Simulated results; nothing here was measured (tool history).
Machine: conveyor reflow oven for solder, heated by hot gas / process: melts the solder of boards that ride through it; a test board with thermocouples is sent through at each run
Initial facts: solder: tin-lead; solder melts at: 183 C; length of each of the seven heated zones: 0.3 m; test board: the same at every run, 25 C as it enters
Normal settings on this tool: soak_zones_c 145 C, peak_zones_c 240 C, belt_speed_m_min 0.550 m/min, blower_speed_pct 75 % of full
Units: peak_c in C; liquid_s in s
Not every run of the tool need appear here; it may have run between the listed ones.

{"run": 1, "hour": 0.0, "soak_zones_c": 145, "peak_zones_c": 240, "belt_speed_m_min": 0.55, "blower_speed_pct": 75, "peak_c": 221.4, "liquid_s": 54.9}
{"run": 2, "hour": 54.1, "soak_zones_c": 145, "peak_zones_c": 240, "belt_speed_m_min": 0.55, "blower_speed_pct": 75, "peak_c": 221.4, "liquid_s": 54.1}
{"run": 3, "hour": 104.7, "soak_zones_c": 145, "peak_zones_c": 240, "belt_speed_m_min": 0.55, "blower_speed_pct": 75, "peak_c": 221.1, "liquid_s": 54.1}
{"run": 4, "hour": 170.0, "soak_zones_c": 145, "peak_zones_c": 240, "belt_speed_m_min": 0.55, "blower_speed_pct": 75, "peak_c": 220.2, "liquid_s": 53.3}
{"run": 5, "hour": 197.7, "soak_zones_c": 154, "peak_zones_c": 240, "belt_speed_m_min": 0.55, "blower_speed_pct": 75, "peak_c": 222.1, "liquid_s": 58.1}
{"run": 6, "hour": 241.4, "soak_zones_c": 154, "peak_zones_c": 240, "belt_speed_m_min": 0.55, "blower_speed_pct": 75, "peak_c": 221.3, "liquid_s": 57.7}
{"hour": 248.1, "done": "thermocouples of zones 6 and 7 changed"}
{"run": 7, "hour": 275.1, "soak_zones_c": 145, "peak_zones_c": 240, "belt_speed_m_min": 0.55, "blower_speed_pct": 75, "peak_c": 220.1, "liquid_s": 53.6}
{"run": 8, "hour": 317.5, "soak_zones_c": 145, "peak_zones_c": 240, "belt_speed_m_min": 0.55, "blower_speed_pct": 75, "peak_c": 220.5, "liquid_s": 53.2}
{"run": 9, "hour": 369.6, "soak_zones_c": 145, "peak_zones_c": 240, "belt_speed_m_min": 0.55, "blower_speed_pct": 75, "peak_c": 219.5, "liquid_s": 53.3}
{"run": 10, "hour": 431.5, "soak_zones_c": 145, "peak_zones_c": 240, "belt_speed_m_min": 0.55, "blower_speed_pct": 75, "peak_c": 218.8, "liquid_s": 52.4}
{"hour": 498.6, "done": "belt drive overhauled, speed set with a stopwatch"}
{"run": 11, "hour": 499.9, "soak_zones_c": 145, "peak_zones_c": 240, "belt_speed_m_min": 0.55, "blower_speed_pct": 75, "peak_c": 217.6, "liquid_s": 51.2}
{"hour": 533.0, "done": "flux residue cleaned out of gas plates and filters"}
{"run": 12, "hour": 546.4, "soak_zones_c": 145, "peak_zones_c": 240, "belt_speed_m_min": 0.55, "blower_speed_pct": 52, "peak_c": 213.6, "liquid_s": 47.3}
{"run": 13, "hour": 576.7, "soak_zones_c": 145, "peak_zones_c": 240, "belt_speed_m_min": 0.55, "blower_speed_pct": 75, "peak_c": 222.3, "liquid_s": 53.8}
{"run": 14, "hour": 613.7, "soak_zones_c": 145, "peak_zones_c": 240, "belt_speed_m_min": 0.55, "blower_speed_pct": 75, "peak_c": 221.3, "liquid_s": 53.7}
{"run": 15, "hour": 643.7, "soak_zones_c": 145, "peak_zones_c": 240, "belt_speed_m_min": 0.55, "blower_speed_pct": 75, "peak_c": 220.9, "liquid_s": 53.4}
{"run": 16, "hour": 693.0, "soak_zones_c": 145, "peak_zones_c": 240, "belt_speed_m_min": 0.55, "blower_speed_pct": 75, "peak_c": 221.4, "liquid_s": 53.1}
{"run": 17, "hour": 745.5, "soak_zones_c": 145, "peak_zones_c": 235, "belt_speed_m_min": 0.55, "blower_speed_pct": 62, "peak_c": 213.0, "liquid_s": 47.0}
{"run": 18, "hour": 795.5, "soak_zones_c": 139, "peak_zones_c": 240, "belt_speed_m_min": 0.619, "blower_speed_pct": 75, "peak_c": 214.1, "liquid_s": 40.5}
{"run": 19, "hour": 837.4, "soak_zones_c": 150, "peak_zones_c": 236, "belt_speed_m_min": 0.482, "blower_speed_pct": 75, "peak_c": 221.2, "liquid_s": 63.9}
{"run": 20, "hour": 885.0, "soak_zones_c": 150, "peak_zones_c": 252, "belt_speed_m_min": 0.649, "blower_speed_pct": 54, "peak_c": 215.1, "liquid_s": 41.7}
{"run": 21, "hour": 924.0, "soak_zones_c": 145, "peak_zones_c": 240, "belt_speed_m_min": 0.603, "blower_speed_pct": 71, "peak_c": 214.7, "liquid_s": 43.7}
{"run": 22, "hour": 981.0, "soak_zones_c": 150, "peak_zones_c": 253, "belt_speed_m_min": 0.636, "blower_speed_pct": 75, "peak_c": 225.1, "liquid_s": 49.4}
{"run": 23, "hour": 1021.6, "soak_zones_c": 145, "peak_zones_c": 244, "belt_speed_m_min": 0.55, "blower_speed_pct": 75, "peak_c": 221.0, "liquid_s": 53.5}
{"run": 24, "hour": 1069.0, "soak_zones_c": 150, "peak_zones_c": 253, "belt_speed_m_min": 0.512, "blower_speed_pct": 86, "peak_c": 233.9, "liquid_s": 66.9}
{"run": 25, "hour": 1112.1, "soak_zones_c": 148, "peak_zones_c": 240, "belt_speed_m_min": 0.55, "blower_speed_pct": 67, "peak_c": 215.2, "liquid_s": 50.8}
{"hour": 1156.9, "done": "flux residue cleaned out of gas plates and filters"}
{"run": 26, "hour": 1182.8, "soak_zones_c": 145, "peak_zones_c": 240, "belt_speed_m_min": 0.546, "blower_speed_pct": 86, "peak_c": 224.3, "liquid_s": 55.7}
{"hour": 1209.7, "done": "thermocouples of zones 6 and 7 changed"}
{"run": 27, "hour": 1246.2, "soak_zones_c": 132, "peak_zones_c": 252, "belt_speed_m_min": 0.502, "blower_speed_pct": 85, "peak_c": 236.6, "liquid_s": 63.9}
{"run": 28, "hour": 1290.8, "soak_zones_c": 139, "peak_zones_c": 240, "belt_speed_m_min": 0.547, "blower_speed_pct": 52, "peak_c": 213.2, "liquid_s": 45.3}
{"run": 29, "hour": 1357.3, "soak_zones_c": 157, "peak_zones_c": 252, "belt_speed_m_min": 0.515, "blower_speed_pct": 88, "peak_c": 239.5, "liquid_s": 70.5}

Below are 5 alternative next runs, each starting from the tool's condition after run 29. Predict each:
{"run": "A", "hour": 1392.5, "soak_zones_c": 157, "peak_zones_c": 252, "belt_speed_m_min": 0.515, "blower_speed_pct": 56, "peak_c": "?", "liquid_s": "?"}
{"run": "B", "hour": 1392.5, "soak_zones_c": 145, "peak_zones_c": 230, "belt_speed_m_min": 0.55, "blower_speed_pct": 75, "peak_c": "?", "liquid_s": "?"}
{"run": "C", "hour": 1392.5, "soak_zones_c": 145, "peak_zones_c": 240, "belt_speed_m_min": 0.552, "blower_speed_pct": 75, "peak_c": "?", "liquid_s": "?"}
{"run": "D", "hour": 1392.5, "soak_zones_c": 149, "peak_zones_c": 252, "belt_speed_m_min": 0.512, "blower_speed_pct": 88, "peak_c": "?", "liquid_s": "?"}
{"run": "E", "hour": 1392.5, "soak_zones_c": 154, "peak_zones_c": 252, "belt_speed_m_min": 0.546, "blower_speed_pct": 58, "peak_c": "?", "liquid_s": "?"}

run=A peak_c=229.8 liquid_s=67.7
run=B peak_c=212.7 liquid_s=48.3
run=C peak_c=221.3 liquid_s=53.2
run=D peak_c=237.7 liquid_s=67.5
run=E peak_c=228.8 liquid_s=60.7
Take away the tool's hidden state, keep each run's random variation, and the runs would have read:
run=A peak_c=230.9 liquid_s=67.6
run=B peak_c=214.1 liquid_s=49.2
run=C peak_c=222.8 liquid_s=53.8
run=D peak_c=239.2 liquid_s=67.4
run=E peak_c=230.1 liquid_s=60.8
